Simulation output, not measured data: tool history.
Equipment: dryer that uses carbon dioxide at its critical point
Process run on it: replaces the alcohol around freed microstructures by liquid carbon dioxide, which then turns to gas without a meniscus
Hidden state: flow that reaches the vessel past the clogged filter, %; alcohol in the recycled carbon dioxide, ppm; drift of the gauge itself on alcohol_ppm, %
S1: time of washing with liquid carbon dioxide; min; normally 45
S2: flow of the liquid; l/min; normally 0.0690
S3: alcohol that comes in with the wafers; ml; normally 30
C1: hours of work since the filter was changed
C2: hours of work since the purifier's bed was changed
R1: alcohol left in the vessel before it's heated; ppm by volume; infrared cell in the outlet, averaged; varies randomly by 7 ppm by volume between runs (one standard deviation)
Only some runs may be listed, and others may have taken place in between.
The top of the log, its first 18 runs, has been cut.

run   hour  S1      S2   S3   C1   C2    R1
 19  327.3  45  0.0690   30  153  710   613
 20  351.1  70  0.0690   30  166  723   242
 21  369.3  45  0.0690   30  176  733   634
 22  387.8  31  0.0690   46  186  743  3335
 23  407.4  45  0.0516   61  197  754  3104
 24  428.3  45  0.0735   61  208  765   899
 25  453.7  45  0.0440  104  222  779  8662
 26  479.1  64  0.0440  104  236  793  2515
 27  496.1  50  0.0973   62  245  802   308
 28  513.8  50  0.0973   62  255  812   306
 29  531.5  46  0.0690   81  265  822  1429
 30  553.8  59  0.0916   76  277  834   276
 31  569.9  43  0.0617   65  286  843  2408
 32  583.3  50  0.0642  117  293  850  1812

What will run 33 give?
 33  596.4  50  0.0642  117  300  857   ?

R1: 1892 ppm by volume
Take away the tool's hidden state, keep the run-to-run variation as it was, and the same run would have given R1 1049 ppm by volume.
